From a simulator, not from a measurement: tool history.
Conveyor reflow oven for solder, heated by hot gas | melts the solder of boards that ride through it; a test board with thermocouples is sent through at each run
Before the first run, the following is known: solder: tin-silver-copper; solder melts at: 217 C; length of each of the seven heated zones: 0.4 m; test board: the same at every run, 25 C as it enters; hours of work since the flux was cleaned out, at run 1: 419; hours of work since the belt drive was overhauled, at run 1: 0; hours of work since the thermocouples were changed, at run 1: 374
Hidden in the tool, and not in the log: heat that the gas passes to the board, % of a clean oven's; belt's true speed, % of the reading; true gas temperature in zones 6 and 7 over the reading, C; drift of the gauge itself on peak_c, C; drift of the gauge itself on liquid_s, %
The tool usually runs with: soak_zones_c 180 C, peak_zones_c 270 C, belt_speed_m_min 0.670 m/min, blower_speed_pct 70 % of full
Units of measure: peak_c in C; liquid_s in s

run,hour,soak_zones_c,peak_zones_c,belt_speed_m_min,blower_speed_pct,hours of work since the flux was cleaned out,hours of work since the belt drive was overhauled,hours of work since the thermocouples were changed,peak_c,liquid_s
1,0.0,180,270,0.670,70,419,0,374,254.4,56.5
# hour 52.8: flux residue cleaned out of gas plates and filters
2,83.6,180,270,0.670,70,12,32,405,257.1,60.6
3,165.6,180,270,0.670,70,46,65,438,257.1,60.2
4,231.4,180,270,0.670,70,72,91,465,256.2,59.2
5,306.5,180,270,0.670,70,102,122,495,256.1,58.9
6,398.4,180,270,0.757,70,140,159,532,251.9,49.9
7,474.2,180,270,0.670,70,170,189,563,255.6,59.0
8,528.7,166,270,0.670,70,192,211,585,252.8,53.1
9,615.4,166,270,0.670,70,227,247,620,253.3,52.2
10,694.1,166,270,0.670,70,259,278,652,252.9,52.2
11,768.1,180,270,0.670,70,289,308,682,254.9,58.0
12,810.2,180,270,0.670,70,306,325,699,254.1,56.7
13,863.7,180,270,0.670,70,327,347,720,253.8,58.0
14,928.0,185,270,0.670,70,353,373,746,254.2,59.9
# hour 936.9: belt drive overhauled, speed set with a stopwatch
# hour 963.0: thermocouples of zones 6 and 7 changed
15,991.4,180,270,0.670,70,377,21,11,255.0,58.6
16,1053.1,180,270,0.670,70,402,46,36,255.7,58.3
17,1124.8,180,270,0.670,70,430,75,65,256.2,58.8
# hour 1150.5: flux residue cleaned out of gas plates and filters
18,1210.5,166,275,0.670,70,24,108,98,261.0,58.1
19,1274.9,180,280,0.670,52,50,134,124,262.2,62.0
20,1342.3,179,270,0.605,70,77,161,151,260.1,68.6
# hour 1386.1: belt drive overhauled, speed set with a stopwatch, once more
21,1422.5,179,270,0.605,70,108,15,182,260.2,67.5
22,1468.8,193,264,0.742,52,127,33,201,247.3,51.1
23,1547.4,187,260,0.632,83,159,65,232,251.2,64.0
24,1607.9,187,260,0.632,83,183,90,257,252.1,63.8
25,1652.1,187,260,0.632,63,201,107,275,249.1,60.1
26,1690.4,180,277,0.670,89,216,123,290,266.9,64.1
27,1738.3,182,270,0.577,70,236,142,309,260.6,71.9
28,1806.3,182,269,0.577,65,263,170,337,258.3,70.9
29,1871.3,169,265,0.666,68,289,196,363,249.5,50.7
30,1958.4,180,270,0.592,59,325,231,398,256.0,67.5

Describe how what the log doesn't record of the tool's condition differs between the last listed run preceding each entry between runs and the first listed run following it.
After run 1, before run 2: flux residue cleaned out of gas plates and filters (hour 52.8)
  heat that the gas passes to the board, % of a clean oven's: 83.3 -> 99.3; belt's true speed, % of the reading: 99.97 -> 99.93; true gas temperature in zones 6 and 7 over the reading, C: -1.31 -> -1.4
  measured result minus the result with no hidden state, peak_c: -4.3 -> -1.3 C; liquid_s: -3.1 -> -0.7 s
After run 14, before run 15: belt drive overhauled, speed set with a stopwatch (hour 936.9); thermocouples of zones 6 and 7 changed (hour 963.0)
  heat that the gas passes to the board, % of a clean oven's: 86 -> 85.1; belt's true speed, % of the reading: 99.47 -> 99.31; true gas temperature in zones 6 and 7 over the reading, C: -2.42 -> 0.03
  measured result minus the result with no hidden state, peak_c: -4.5 -> -2.6 C; liquid_s: -2.6 -> -1.6 s
After run 17, before run 18: flux residue cleaned out of gas plates and filters (hour 1150.5)
  heat that the gas passes to the board, % of a clean oven's: 83 -> 98.8; belt's true speed, % of the reading: 99.24 -> 99.19; true gas temperature in zones 6 and 7 over the reading, C: -0.13 -> -0.22
  measured result minus the result with no hidden state, peak_c: -3.2 -> -0.2 C; liquid_s: -2.0 -> +0.4 s
After run 20, before run 21: belt drive overhauled, speed set with a stopwatch, once more (hour 1386.1)
  heat that the gas passes to the board, % of a clean oven's: 96.6 -> 95.4; belt's true speed, % of the reading: 99.12 -> 100.04; true gas temperature in zones 6 and 7 over the reading, C: -0.38 -> -0.47
  measured result minus the result with no hidden state, peak_c: -0.6 -> -1.2 C; liquid_s: +0.2 -> -0.8 s
